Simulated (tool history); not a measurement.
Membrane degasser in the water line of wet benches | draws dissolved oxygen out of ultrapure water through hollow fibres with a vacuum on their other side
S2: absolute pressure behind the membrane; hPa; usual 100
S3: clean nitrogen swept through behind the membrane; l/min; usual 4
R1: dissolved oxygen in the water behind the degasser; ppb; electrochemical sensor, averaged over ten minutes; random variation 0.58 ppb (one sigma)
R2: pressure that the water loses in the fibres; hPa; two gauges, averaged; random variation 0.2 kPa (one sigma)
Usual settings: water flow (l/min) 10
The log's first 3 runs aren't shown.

Run 4, hour 216.7: usual settings but S3 2.9 l/min. Result: R1 65.9 ppb, R2 462.6 hPa.
Run 5, hour 250.8: usual settings. Result: R1 49.6 ppb, R2 465.2 hPa.
Run 6, hour 302.9: usual settings but S2 197 hPa. Result: R1 108 ppb, R2 462.9 hPa.
Run 7, hour 341.6: usual settings. Result: R1 50.2 ppb, R2 464.6 hPa.
Run 8, hour 402.9: usual settings. Result: R1 49.1 ppb, R2 463.8 hPa.
Run 9, hour 460.2: usual settings. Result: R1 49.2 ppb, R2 469 hPa.
Run 10, hour 538.4: usual settings. Result: R1 49.3 ppb, R2 465.8 hPa.
Run 11, hour 607.4: usual settings but S3 11.79 l/min. Result: R1 22 ppb, R2 463.6 hPa.
Run 12, hour 670: usual settings but S3 11.79 l/min. Result: R1 20.9 ppb, R2 463.8 hPa.
Run 13, hour 734.9: usual settings but S3 11.79 l/min. Result: R1 21.9 ppb, R2 466.8 hPa.
Run 14, hour 802.8: usual settings but S3 11.79 l/min. Result: R1 21.5 ppb, R2 468.5 hPa.
Run 15, hour 836.6: usual settings but S3 11.79 l/min. Result: R1 21.3 ppb, R2 468.5 hPa.
Run 16, hour 882.9: usual settings. Result: R1 50.2 ppb, R2 465.4 hPa.
Run 17, hour 922.1: usual settings but water flow (l/min) 7, S3 3.63 l/min. Result: R1 34.2 ppb, R2 325.5 hPa.
Run 18, hour 966: usual settings but water flow (l/min) 6, S2 83 hPa, S3 7.76 l/min. Result: R1 11 ppb, R2 279.5 hPa.
Run 19, hour 1043.8: usual settings but water flow (l/min) 6, S2 83 hPa, S3 7.76 l/min. Result: R1 10.7 ppb, R2 278.8 hPa.
Run 20, hour 1088: usual settings but water flow (l/min) 12, S2 151 hPa, S3 1.71 l/min. Result: R1 206.1 ppb, R2 560.1 hPa.
Run 21, hour 1158.6: usual settings but S2 158 hPa, S3 1.68 l/min. Result: R1 183.5 ppb, R2 465.4 hPa.
Run 22, hour 1195.4: usual settings but S2 106 hPa, S3 2.25 l/min. Result: R1 85.1 ppb, R2 464.9 hPa.

Forecast run 23:
Run 23, hour 1250.2: usual settings but water flow (l/min) 13, S3 3.44 l/min. Result: R1 ?, R2 ?.

{"run 23": {"R1": 79.7, "R2": 604.2}}
Without the tool's hidden state the same run would have given R1 79.7 ppb, R2 604.1 hPa.

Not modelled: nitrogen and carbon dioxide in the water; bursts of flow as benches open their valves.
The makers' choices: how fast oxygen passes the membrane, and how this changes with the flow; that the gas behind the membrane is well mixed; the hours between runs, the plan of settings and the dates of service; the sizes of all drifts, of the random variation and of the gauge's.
